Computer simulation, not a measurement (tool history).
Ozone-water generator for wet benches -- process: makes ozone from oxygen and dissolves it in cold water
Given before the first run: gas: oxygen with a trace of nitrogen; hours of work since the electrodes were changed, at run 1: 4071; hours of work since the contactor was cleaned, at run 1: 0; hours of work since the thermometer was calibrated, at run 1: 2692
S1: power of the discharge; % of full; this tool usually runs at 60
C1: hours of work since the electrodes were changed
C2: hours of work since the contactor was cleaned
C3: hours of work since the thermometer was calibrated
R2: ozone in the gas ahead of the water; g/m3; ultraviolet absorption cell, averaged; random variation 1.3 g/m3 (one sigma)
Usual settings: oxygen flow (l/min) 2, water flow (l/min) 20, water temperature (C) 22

Run 1, hour 0: usual settings; C1 4071; C2 0; C3 2692. Result: dissolved ozone (ppm) 12.6, R2 205.3 g/m3.
Run 2, hour 143.4: usual settings; C1 4207; C2 136; C3 2828. Result: dissolved ozone (ppm) 12.5, R2 203.8 g/m3.
At hour 215.5: water thermometer calibrated.
Run 3, hour 227.5: usual settings; C1 4287; C2 216; C3 11. Result: dissolved ozone (ppm) 12.3, R2 201.7 g/m3.
Run 4, hour 416.1: usual settings; C1 4466; C2 395; C3 190. Result: dissolved ozone (ppm) 12.2, R2 201.1 g/m3.
Run 5, hour 597.4: usual settings; C1 4638; C2 567; C3 363. Result: dissolved ozone (ppm) 12.1, R2 199.1 g/m3.
Run 6, hour 745.3: usual settings; C1 4778; C2 707; C3 503. Result: dissolved ozone (ppm) 12, R2 197.8 g/m3.
Run 7, hour 861.3: usual settings; C1 4888; C2 817; C3 613. Result: dissolved ozone (ppm) 11.9, R2 196.1 g/m3.
Run 8, hour 1042.6: usual settings; C1 5060; C2 989; C3 785. Result: dissolved ozone (ppm) 11.7, R2 194.1 g/m3.
Run 9, hour 1211.2: usual settings but S1 67 % of full; C1 5220; C2 1150; C3 945. Result: dissolved ozone (ppm) 12.7, R2 206 g/m3.
Run 10, hour 1383.2: usual settings but S1 67 % of full; C1 5384; C2 1313; C3 1109. Result: dissolved ozone (ppm) 12.5, R2 204.7 g/m3.
Run 11, hour 1532.2: usual settings but S1 67 % of full; C1 5525; C2 1454; C3 1250. Result: dissolved ozone (ppm) 12.2, R2 203.4 g/m3.
Run 12, hour 1619: usual settings; C1 5608; C2 1537; C3 1333. Result: dissolved ozone (ppm) 11.5, R2 191.2 g/m3.
Run 13, hour 1743.8: usual settings; C1 5726; C2 1655; C3 1451. Result: dissolved ozone (ppm) 11.5, R2 189.9 g/m3.
Run 14, hour 1917.2: usual settings; C1 5891; C2 1820; C3 1616. Result: dissolved ozone (ppm) 11.4, R2 186.8 g/m3.
Run 15, hour 2045.1: usual settings; C1 6012; C2 1941; C3 1737. Result: dissolved ozone (ppm) 11.2, R2 185.5 g/m3.
Run 16, hour 2168.6: usual settings but S1 55 % of full; C1 6130; C2 2059; C3 1854. Result: dissolved ozone (ppm) 10.5, R2 175.2 g/m3.
Run 17, hour 2295: usual settings but S1 55 % of full; C1 6250; C2 2179; C3 1974. Result: dissolved ozone (ppm) 10.5, R2 174.5 g/m3.
Run 18, hour 2496.9: usual settings but water flow (l/min) 29, water temperature (C) 21; C1 6441; C2 2370; C3 2166. Result: dissolved ozone (ppm) 7.3, R2 182.8 g/m3.
At hour 2516.5: contactor cleaned.
Run 19, hour 2704.8: usual settings but water flow (l/min) 26, water temperature (C) 21; C1 6635; C2 179; C3 2360. Result: dissolved ozone (ppm) 8.1, R2 180.4 g/m3.
Run 20, hour 2834: usual settings but water flow (l/min) 26, water temperature (C) 21; C1 6757; C2 301; C3 2482. Result: dissolved ozone (ppm) 7.9, R2 178.3 g/m3.
Run 21, hour 2942.8: usual settings but water flow (l/min) 26, water temperature (C) 21; C1 6861; C2 405; C3 2586. Result: dissolved ozone (ppm) 7.9, R2 176.5 g/m3.
Run 22, hour 3054.6: usual settings but oxygen flow (l/min) 1.26, water temperature (C) 19; C1 6967; C2 511; C3 2692. Result: dissolved ozone (ppm) 10, R2 239.6 g/m3.
Run 23, hour 3207.9: usual settings but S1 55 % of full, oxygen flow (l/min) 1.86, water flow (l/min) 18, water temperature (C) 30; C1 7112; C2 656; C3 2837. Result: dissolved ozone (ppm) 10, R2 174.9 g/m3.
At hour 3278.7: water thermometer calibrated.
At hour 3313.7: contactor cleaned, once more.
Run 24, hour 3341.6: usual settings but S1 50 % of full, oxygen flow (l/min) 1.86, water flow (l/min) 18, water temperature (C) 30; C1 7235; C2 27; C3 56. Result: dissolved ozone (ppm) 9.7, R2 165.4 g/m3.
Run 25, hour 3520.6: usual settings but S1 92 % of full, oxygen flow (l/min) 1.29; C1 7405; C2 196; C3 226. Result: dissolved ozone (ppm) 12.6, R2 289.9 g/m3.
Run 26, hour 3693.4: usual settings but S1 74 % of full; C1 7569; C2 361; C3 390. Result: dissolved ozone (ppm) 11.8, R2 190.4 g/m3.
Run 27, hour 3818.7: usual settings but S1 59 % of full, oxygen flow (l/min) 3.24, water flow (l/min) 26; C1 7688; C2 480; C3 509. Result: dissolved ozone (ppm) 8, R2 121.2 g/m3.
Run 28, hour 3969.3: usual settings but S1 73 % of full, oxygen flow (l/min) 3.24, water flow (l/min) 26; C1 7831; C2 622; C3 652. Result: dissolved ozone (ppm) 9.1, R2 135.3 g/m3.
At hour 4013.1: electrodes of the discharge changed.
Run 29, hour 4176: usual settings but S1 61 % of full, oxygen flow (l/min) 1.81, water flow (l/min) 18, water temperature (C) 16; C1 155; C2 813; C3 842. Result: dissolved ozone (ppm) 17, R2 262.8 g/m3.
Run 30, hour 4350.6: usual settings but S1 74 % of full, oxygen flow (l/min) 1.81, water flow (l/min) 18, water temperature (C) 21; C1 320; C2 979; C3 1008. Result: dissolved ozone (ppm) 19.1, R2 305.6 g/m3.
Run 31, hour 4457.9: usual settings but S1 49 % of full, oxygen flow (l/min) 3.53, water flow (l/min) 24, water temperature (C) 18; C1 422; C2 1081; C3 1110. Result: dissolved ozone (ppm) 10.9, R2 140.1 g/m3.
Run 32, hour 4584.3: usual settings but S1 57 % of full, water flow (l/min) 16, water temperature (C) 26; C1 542; C2 1201; C3 1230. Result: dissolved ozone (ppm) 16.5, R2 231.6 g/m3.
Run 33, hour 4679.2: usual settings but S1 57 % of full, water flow (l/min) 16, water temperature (C) 26; C1 632; C2 1291; C3 1320. Result: dissolved ozone (ppm) 16.4, R2 230.8 g/m3.

Below are 3 alternative next runs, each starting from the tool's condition after run 33. Predict each:
Run A, hour 4880.9: usual settings but S1 66 % of full, water temperature (C) 23; C1 824; C2 1482; C3 1512. Result: dissolved ozone (ppm) ?, R2 ?.
Run B, hour 4880.9: usual settings but S1 57 % of full, water flow (l/min) 22, water temperature (C) 26; C1 824; C2 1482; C3 1512. Result: dissolved ozone (ppm) ?, R2 ?.
Run C, hour 4880.9: usual settings but S1 57 % of full, oxygen flow (l/min) 1.13, water flow (l/min) 16, water temperature (C) 26; C1 824; C2 1482; C3 1512. Result: dissolved ozone (ppm) ?, R2 ?.

run  dissolved ozone (ppm)     R2
  A                   15.2    253
  B                     12  226.9
  C                   15.7  333.1
Without the tool's hidden state the same runs would have given:
run  dissolved ozone (ppm)     R2
  A                     16  260.1
  B                   12.6  232.5
  C                   16.4  341.4

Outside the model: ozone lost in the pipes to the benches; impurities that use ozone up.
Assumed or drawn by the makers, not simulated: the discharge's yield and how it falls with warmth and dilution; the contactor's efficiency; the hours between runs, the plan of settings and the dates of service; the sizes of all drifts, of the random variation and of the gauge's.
